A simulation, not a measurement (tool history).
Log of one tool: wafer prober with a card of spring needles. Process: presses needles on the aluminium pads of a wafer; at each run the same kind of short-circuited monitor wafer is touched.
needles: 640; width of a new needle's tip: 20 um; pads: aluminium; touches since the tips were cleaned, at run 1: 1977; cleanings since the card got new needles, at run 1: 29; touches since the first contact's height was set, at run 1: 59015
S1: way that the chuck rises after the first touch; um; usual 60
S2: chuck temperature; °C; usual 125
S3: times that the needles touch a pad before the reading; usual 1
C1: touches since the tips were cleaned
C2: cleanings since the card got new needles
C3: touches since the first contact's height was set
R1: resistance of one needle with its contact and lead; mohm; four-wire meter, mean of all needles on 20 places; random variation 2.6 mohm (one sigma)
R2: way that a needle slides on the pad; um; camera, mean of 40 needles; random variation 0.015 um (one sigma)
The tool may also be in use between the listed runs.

run   hour  S1   S2  S3    C1  C2     C3   R1     R2
  1      0  60  125   1  1977  29  59015  369   15.9
      18.7  -- tips cleaned on abrasive film
  2   19.5  60   57   1   208  30  63923  305  15.82
  3   40.8  60  125   1  5590  30  69305  403  15.84
      44.6  -- tips cleaned on abrasive film
  4   52.7  60   95   1  2030  31  72265  365  15.79
      71.6  -- tips cleaned on abrasive film
  5   74.7  60   95   1   796  32  77811  332  15.77
      84.8  -- height of the first contact set anew
  6     90  60   95   1  4574  32   1314  391   15.6
      97.8  -- tips cleaned on abrasive film
  7  112.8  60   95   1  3803  33   7055  388  15.59
     124.2  -- tips cleaned on abrasive film
  8  125.2  60   95   1   262  34  10156  315   15.6
  9  146.9  69  125   1  5732  34  15626  377  17.96
     150.3  -- tips cleaned on abrasive film
     167.2  -- height of the first contact set anew, once more
 10  169.9  42  125   1  4875  35    673  483  11.24
     176.9  -- tips cleaned on abrasive film
 11  191.5  60  125   1  3664  36   6091  379  16.02
 12    202  60  125   1  6330  36   8757  399  16.05
     203.2  -- tips cleaned on abrasive film
 13    221  60  125   1  4481  37  13523  386     16
     228.8  -- tips cleaned on abrasive film
 14  239.8  60  125   1  2756  38  18237  383  15.98
     255.4  -- tips cleaned on abrasive film
 15  262.3  60  125   1  1752  39  23912  372  15.95
 16  273.3  60  125   1  4514  39  26674  392  15.96
     281.2  -- tips cleaned on abrasive film
 17  285.5  60  125   1  1089  40  29739  343  15.93
 18  301.4  60  125   1  5094  40  33744  389  15.95
     306.7  -- tips cleaned on abrasive film
 19  319.9  74   58   1  3328  41  38390  346  19.66
     332.7  -- tips cleaned on abrasive film
 20  339.8  46  125   2  1801  42  43407  383  12.11
 21  349.9  60  124   1  4348  42  45954  403  15.87
     358.1  -- tips cleaned on abrasive film
 22  365.9  64  125   1  1954  43  49959  359  16.89
 23  383.1  70  118   1  6297  43  54302  376  18.51
     384.1  -- tips cleaned on abrasive film
 24    394  70   42   1  2498  44  57036  338  18.48
 25  406.9  66   48   3  5745  44  60283  310  17.43
     409.6  -- tips cleaned on abrasive film
 26  418.7  65  125   3  2296  45  63246  330  17.15
     435.2  -- tips cleaned on abrasive film
 27  440.2  49  125   2  1259  46  68645  352  12.83
 28  458.2  79   46   2  5800  46  73186  314  20.86
     462.1  -- tips cleaned on abrasive film
 29  474.6  53   83   1  3155  47  77317  413  13.86
     487.3  -- height of the first contact set anew
       488  -- tips cleaned on abrasive film
 30    488  50  125   1     0  48    167  323  13.37
 31  505.4  50  125   1  4370  48   4537  442  13.37
     514.7  -- tips cleaned on abrasive film
 32  517.1  60   50   2   612  49   7484  305  15.97
 33  531.8  62   50   2  4311  49  11183  332  16.52
     541.3  -- tips cleaned on abrasive film
 34  547.4  62   50   2  1527  50  15094  315   16.5

3 ways to go on from here, each from the tool as it stands after run 34. What would each give?
     566.7  -- tips cleaned on abrasive film
  A  566.7  41   94   2   0  51  19955   ?   ?
     566.7  -- tips cleaned on abrasive film
  B  566.7  45   35   2   0  51  19955   ?   ?
     566.7  -- tips cleaned on abrasive film
  C  566.7  60  125   1   0  51  19955   ?   ?

run   R1     R2
  A  315  10.87
  B  290  11.95
  C  313  15.95
Without the tool's hidden state the same runs would have given:
run   R1     R2
  A  303  10.97
  B  280  12.05
  C  304  16.04
